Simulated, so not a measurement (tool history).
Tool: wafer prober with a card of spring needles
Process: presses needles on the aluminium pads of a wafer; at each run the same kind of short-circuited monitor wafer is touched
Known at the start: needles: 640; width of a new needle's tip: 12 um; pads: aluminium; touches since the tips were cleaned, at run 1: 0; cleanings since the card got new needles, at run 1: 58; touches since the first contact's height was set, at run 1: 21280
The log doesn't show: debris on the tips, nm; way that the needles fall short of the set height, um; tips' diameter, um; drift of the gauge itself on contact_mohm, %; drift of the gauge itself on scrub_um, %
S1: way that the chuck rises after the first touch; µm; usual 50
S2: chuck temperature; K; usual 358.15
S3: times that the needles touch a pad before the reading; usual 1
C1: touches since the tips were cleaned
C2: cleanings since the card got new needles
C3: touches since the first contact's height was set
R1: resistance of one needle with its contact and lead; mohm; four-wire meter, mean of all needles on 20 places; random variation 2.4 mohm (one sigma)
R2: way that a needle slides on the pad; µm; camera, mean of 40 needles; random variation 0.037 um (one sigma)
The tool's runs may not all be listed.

Run 1, hour 0: usual settings; C1 0; C2 58; C3 21280. Result: R1 279 mohm, R2 10.19 µm.
At hour 40.2: tips cleaned on abrasive film.
Run 2, hour 55.8: usual settings; C1 3184; C2 59; C3 32656. Result: R1 276 mohm, R2 10.22 µm.
At hour 77.8: tips cleaned on abrasive film.
Run 3, hour 108.1: usual settings; C1 6191; C2 60; C3 43319. Result: R1 276 mohm, R2 10.19 µm.
At hour 117: tips cleaned on abrasive film.
At hour 154.7: tips cleaned on abrasive film.
Run 4, hour 158.7: usual settings; C1 828; C2 62; C3 53629. Result: R1 277 mohm, R2 10.25 µm.
At hour 192.4: tips cleaned on abrasive film.
Run 5, hour 217.5: usual settings but S1 37 µm; C1 5142; C2 63; C3 65631. Result: R1 276 mohm, R2 7.57 µm.
At hour 231.7: tips cleaned on abrasive film.
Run 6, hour 261.4: usual settings but S1 37 µm; C1 6061; C2 64; C3 74568. Result: R1 282 mohm, R2 7.63 µm.
At hour 271: tips cleaned on abrasive film.
Run 7, hour 289.9: usual settings but S1 49 µm; C1 3867; C2 65; C3 80380. Result: R1 275 mohm, R2 10.02 µm.
At hour 309.4: tips cleaned on abrasive film.
At hour 349.8: tips cleaned on abrasive film.
Run 8, hour 351.8: usual settings but S1 49 µm; C1 396; C2 67; C3 92974. Result: R1 274 mohm, R2 9.97 µm.
At hour 386.7: tips cleaned on abrasive film.
Run 9, hour 417.1: usual settings but S1 49 µm; C1 6199; C2 68; C3 106302. Result: R1 277 mohm, R2 10.02 µm.
At hour 426: tips cleaned on abrasive film.
At hour 465.1: tips cleaned on abrasive film.
Run 10, hour 467.1: usual settings but S1 49 µm; C1 418; C2 70; C3 116487. Result: R1 279 mohm, R2 10.05 µm.
At hour 501.8: tips cleaned on abrasive film.
Run 11, hour 505.7: usual settings; C1 789; C2 71; C3 124343. Result: R1 279 mohm, R2 10.32 µm.
At hour 540.4: tips cleaned on abrasive film.
Run 12, hour 540.4: usual settings; C1 0; C2 72; C3 131428. Result: R1 274 mohm, R2 10.26 µm.
At hour 581.3: tips cleaned on abrasive film.
Run 13, hour 592.9: usual settings but S1 45 µm; C1 2379; C2 73; C3 142136. Result: R1 277 mohm, R2 9.2 µm.
At hour 622.9: tips cleaned on abrasive film.
Run 14, hour 652.6: usual settings but S1 47 µm; C1 6081; C2 74; C3 154311. Result: R1 277 mohm, R2 9.64 µm.
At hour 663.5: tips cleaned on abrasive film.
At hour 702.1: tips cleaned on abrasive film.
Run 15, hour 702.1: usual settings but S1 48 µm; C1 0; C2 76; C3 164383. Result: R1 276 mohm, R2 9.94 µm.
At hour 742.6: tips cleaned on abrasive film.
Run 16, hour 749.2: usual settings but S3 2; C1 1347; C2 77; C3 173992. Result: R1 276 mohm, R2 10.31 µm.
At hour 780: tips cleaned on abrasive film.
Run 17, hour 799.5: usual settings but S3 2; C1 3983; C2 78; C3 184244. Result: R1 281 mohm, R2 10.32 µm.
At hour 816.2: tips cleaned on abrasive film.
Run 18, hour 831.9: usual settings but S1 65 µm, S2 300.15 K; C1 3193; C2 79; C3 190838. Result: R1 259 mohm, R2 13.37 µm.
At hour 856.5: tips cleaned on abrasive film.
Run 19, hour 874.8: usual settings but S1 47 µm, S2 302.15 K, S3 3; C1 3735; C2 80; C3 199582. Result: R1 260 mohm, R2 9.76 µm.
At hour 892.8: tips cleaned on abrasive film.
At hour 929.9: tips cleaned on abrasive film.
Run 20, hour 929.9: usual settings but S1 47 µm, S2 302.15 K, S3 3; C1 0; C2 82; C3 210801. Result: R1 262 mohm, R2 9.77 µm.
At hour 946.1: height of the first contact set anew.
Run 21, hour 957.6: usual settings but S1 47 µm, S2 302.15 K; C1 5602; C2 82; C3 2344. Result: R1 262 mohm, R2 9.72 µm.
At hour 968.8: tips cleaned on abrasive film.
Run 22, hour 991.6: usual settings but S3 3; C1 4652; C2 83; C3 9269. Result: R1 274 mohm, R2 10.36 µm.
At hour 1008.4: tips cleaned on abrasive film.
Run 23, hour 1034.7: usual settings but S3 3; C1 5357; C2 84; C3 18052. Result: R1 278 mohm, R2 10.33 µm.
At hour 1046.2: tips cleaned on abrasive film.
Run 24, hour 1082: usual settings but S1 56 µm, S2 382.15 K; C1 7311; C2 85; C3 27710. Result: R1 282 mohm, R2 11.71 µm.
At hour 1085.1: tips cleaned on abrasive film.
At hour 1121.3: tips cleaned on abrasive film.
Run 25, hour 1124.9: usual settings but S2 390.15 K, S3 3; C1 748; C2 87; C3 36442. Result: R1 286 mohm, R2 10.38 µm.
At hour 1160.5: tips cleaned on abrasive film.
Run 26, hour 1191.3: usual settings but S2 390.15 K, S3 3; C1 6300; C2 88; C3 49981. Result: R1 288 mohm, R2 10.4 µm.
At hour 1197.6: tips cleaned on abrasive film.
At hour 1234.6: tips cleaned on abrasive film.
Run 27, hour 1237.8: usual settings but S2 308.15 K, S3 2; C1 668; C2 90; C3 59446. Result: R1 259 mohm, R2 10.41 µm.
At hour 1273.6: tips cleaned on abrasive film.
Run 28, hour 1293.1: usual settings but S1 53 µm, S2 381.15 K, S3 2; C1 3978; C2 91; C3 70723. Result: R1 279 mohm, R2 11.05 µm.
At hour 1314.4: tips cleaned on abrasive film.
Run 29, hour 1338.1: usual settings but S1 53 µm, S2 381.15 K, S3 2; C1 4842; C2 92; C3 79895. Result: R1 281 mohm, R2 11.02 µm.
At hour 1353.8: tips cleaned on abrasive film.
Run 30, hour 1388.4: usual settings but S1 42 µm, S2 310.15 K, S3 2; C1 7072; C2 93; C3 90156. Result: R1 263 mohm, R2 8.81 µm.
At hour 1391.7: tips cleaned on abrasive film.
At hour 1428.7: tips cleaned on abrasive film.
Run 31, hour 1449.3: usual settings but S1 66 µm, S2 366.15 K, S3 3; C1 4212; C2 95; C3 102560. Result: R1 275 mohm, R2 13.76 µm.
At hour 1465.7: tips cleaned on abrasive film.
Run 32, hour 1478.1: usual settings but S2 315.15 K, S3 2; C1 2537; C2 96; C3 108430. Result: R1 266 mohm, R2 10.44 µm.

4 ways to go on from here, each from the tool as it stands after run 32. What would each give?
At hour 1503.7: tips cleaned on abrasive film.
Run A, hour 1535.7: usual settings but S1 44 µm, S2 315.15 K, S3 2; C1 6549; C2 97; C3 120178. Result: R1 ?, R2 ?.
At hour 1503.7: tips cleaned on abrasive film.
Run B, hour 1535.7: usual settings but S1 40 µm, S2 331.15 K, S3 2; C1 6549; C2 97; C3 120178. Result: R1 ?, R2 ?.
At hour 1503.7: tips cleaned on abrasive film.
Run C, hour 1535.7: usual settings but S1 58 µm, S2 298.15 K, S3 2; C1 6549; C2 97; C3 120178. Result: R1 ?, R2 ?.
At hour 1503.7: tips cleaned on abrasive film.
Run D, hour 1535.7: usual settings but S1 38 µm, S2 384.15 K; C1 6549; C2 97; C3 120178. Result: R1 ?, R2 ?.

run   R1     R2
  A  265   9.21
  B  269   8.35
  C  261  12.14
  D  291   7.98
Without the tool's hidden state the same runs would have given:
run   R1     R2
  A  265   9.01
  B  269   8.17
  C  261  11.87
  D  290    7.8

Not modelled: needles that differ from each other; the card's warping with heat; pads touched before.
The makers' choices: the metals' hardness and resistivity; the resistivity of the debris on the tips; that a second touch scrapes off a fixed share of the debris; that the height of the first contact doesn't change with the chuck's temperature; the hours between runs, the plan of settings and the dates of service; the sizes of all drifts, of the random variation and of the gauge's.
